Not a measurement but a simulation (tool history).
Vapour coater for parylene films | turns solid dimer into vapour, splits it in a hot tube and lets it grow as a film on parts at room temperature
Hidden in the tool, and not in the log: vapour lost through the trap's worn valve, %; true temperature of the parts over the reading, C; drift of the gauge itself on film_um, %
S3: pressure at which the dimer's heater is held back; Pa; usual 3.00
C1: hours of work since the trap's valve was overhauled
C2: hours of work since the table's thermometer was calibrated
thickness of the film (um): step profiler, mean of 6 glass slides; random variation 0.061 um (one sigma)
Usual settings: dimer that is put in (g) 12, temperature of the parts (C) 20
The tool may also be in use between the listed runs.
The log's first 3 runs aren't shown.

{"run": 4, "hour": 151.1, "dimer that is put in (g)": 12, "temperature of the parts (C)": 20, "S3": 3.0, "C1": 275, "C2": 777, "thickness of the film (um)": 9.19}
{"run": 5, "hour": 183.8, "dimer that is put in (g)": 12, "temperature of the parts (C)": 20, "S3": 10.08, "C1": 291, "C2": 793, "thickness of the film (um)": 7.96}
{"run": 6, "hour": 213.0, "dimer that is put in (g)": 12, "temperature of the parts (C)": 20, "S3": 10.08, "C1": 305, "C2": 807, "thickness of the film (um)": 7.88}
{"run": 7, "hour": 257.9, "dimer that is put in (g)": 12, "temperature of the parts (C)": 29, "S3": 3.0, "C1": 327, "C2": 829, "thickness of the film (um)": 7.03}
{"run": 8, "hour": 305.5, "dimer that is put in (g)": 10, "temperature of the parts (C)": 20, "S3": 3.0, "C1": 351, "C2": 853, "thickness of the film (um)": 7.38}
{"run": 9, "hour": 336.0, "dimer that is put in (g)": 10, "temperature of the parts (C)": 20, "S3": 3.0, "C1": 366, "C2": 868, "thickness of the film (um)": 7.46}
{"run": 10, "hour": 366.1, "dimer that is put in (g)": 10, "temperature of the parts (C)": 20, "S3": 3.0, "C1": 380, "C2": 882, "thickness of the film (um)": 7.45}
{"run": 11, "hour": 405.3, "dimer that is put in (g)": 10, "temperature of the parts (C)": 20, "S3": 3.0, "C1": 400, "C2": 902, "thickness of the film (um)": 7.39}
{"run": 12, "hour": 459.4, "dimer that is put in (g)": 10, "temperature of the parts (C)": 20, "S3": 3.0, "C1": 426, "C2": 928, "thickness of the film (um)": 7.29}
{"run": 13, "hour": 496.7, "dimer that is put in (g)": 10, "temperature of the parts (C)": 20, "S3": 3.0, "C1": 445, "C2": 947, "thickness of the film (um)": 7.41}
{"run": 14, "hour": 539.0, "dimer that is put in (g)": 10, "temperature of the parts (C)": 20, "S3": 3.0, "C1": 465, "C2": 967, "thickness of the film (um)": 7.25}
{"run": 15, "hour": 583.6, "dimer that is put in (g)": 9, "temperature of the parts (C)": 20, "S3": 3.0, "C1": 487, "C2": 989, "thickness of the film (um)": 6.58}
{"run": 16, "hour": 640.9, "dimer that is put in (g)": 9, "temperature of the parts (C)": 20, "S3": 3.0, "C1": 515, "C2": 1017, "thickness of the film (um)": 6.56}
{"hour": 646.3, "done": "table's thermometer calibrated"}
{"run": 17, "hour": 691.5, "dimer that is put in (g)": 9, "temperature of the parts (C)": 20, "S3": 3.0, "C1": 540, "C2": 22, "thickness of the film (um)": 6.35}
{"run": 18, "hour": 717.1, "dimer that is put in (g)": 9, "temperature of the parts (C)": 17, "S3": 2.13, "C1": 552, "C2": 35, "thickness of the film (um)": 7.21}
{"hour": 730.2, "done": "table's thermometer calibrated, once more"}
{"run": 19, "hour": 758.0, "dimer that is put in (g)": 9, "temperature of the parts (C)": 17, "S3": 2.13, "C1": 572, "C2": 14, "thickness of the film (um)": 7.5}
{"run": 20, "hour": 797.9, "dimer that is put in (g)": 10, "temperature of the parts (C)": 14, "S3": 4.97, "C1": 592, "C2": 33, "thickness of the film (um)": 8.09}
{"hour": 805.6, "done": "trap's valve overhauled"}
{"run": 21, "hour": 847.3, "dimer that is put in (g)": 12, "temperature of the parts (C)": 25, "S3": 4.8, "C1": 20, "C2": 56, "thickness of the film (um)": 8.01}
{"run": 22, "hour": 900.6, "dimer that is put in (g)": 12, "temperature of the parts (C)": 17, "S3": 11.42, "C1": 47, "C2": 82, "thickness of the film (um)": 9.15}
{"run": 23, "hour": 927.2, "dimer that is put in (g)": 7, "temperature of the parts (C)": 17, "S3": 8.57, "C1": 60, "C2": 95, "thickness of the film (um)": 5.34}
{"run": 24, "hour": 976.8, "dimer that is put in (g)": 6, "temperature of the parts (C)": 32, "S3": 5.02, "C1": 84, "C2": 119, "thickness of the film (um)": 3.27}
{"run": 25, "hour": 1013.9, "dimer that is put in (g)": 12, "temperature of the parts (C)": 27, "S3": 2.39, "C1": 102, "C2": 137, "thickness of the film (um)": 7.97}
{"run": 26, "hour": 1066.8, "dimer that is put in (g)": 8, "temperature of the parts (C)": 18, "S3": 10.3, "C1": 128, "C2": 163, "thickness of the film (um)": 5.84}
{"run": 27, "hour": 1113.4, "dimer that is put in (g)": 11, "temperature of the parts (C)": 14, "S3": 4.24, "C1": 151, "C2": 186, "thickness of the film (um)": 9.78}
{"run": 28, "hour": 1142.1, "dimer that is put in (g)": 11, "temperature of the parts (C)": 14, "S3": 4.24, "C1": 165, "C2": 200, "thickness of the film (um)": 9.86}

Forecast run 29:
{"run": 29, "hour": 1190.4, "dimer that is put in (g)": 12, "temperature of the parts (C)": 25, "S3": 10.92, "C1": 189, "C2": 224, "thickness of the film (um)": "?"}

Run 29 gave thickness of the film (um) 7.07.
Without the tool's hidden state the same run would have given thickness of the film (um) 7.34.

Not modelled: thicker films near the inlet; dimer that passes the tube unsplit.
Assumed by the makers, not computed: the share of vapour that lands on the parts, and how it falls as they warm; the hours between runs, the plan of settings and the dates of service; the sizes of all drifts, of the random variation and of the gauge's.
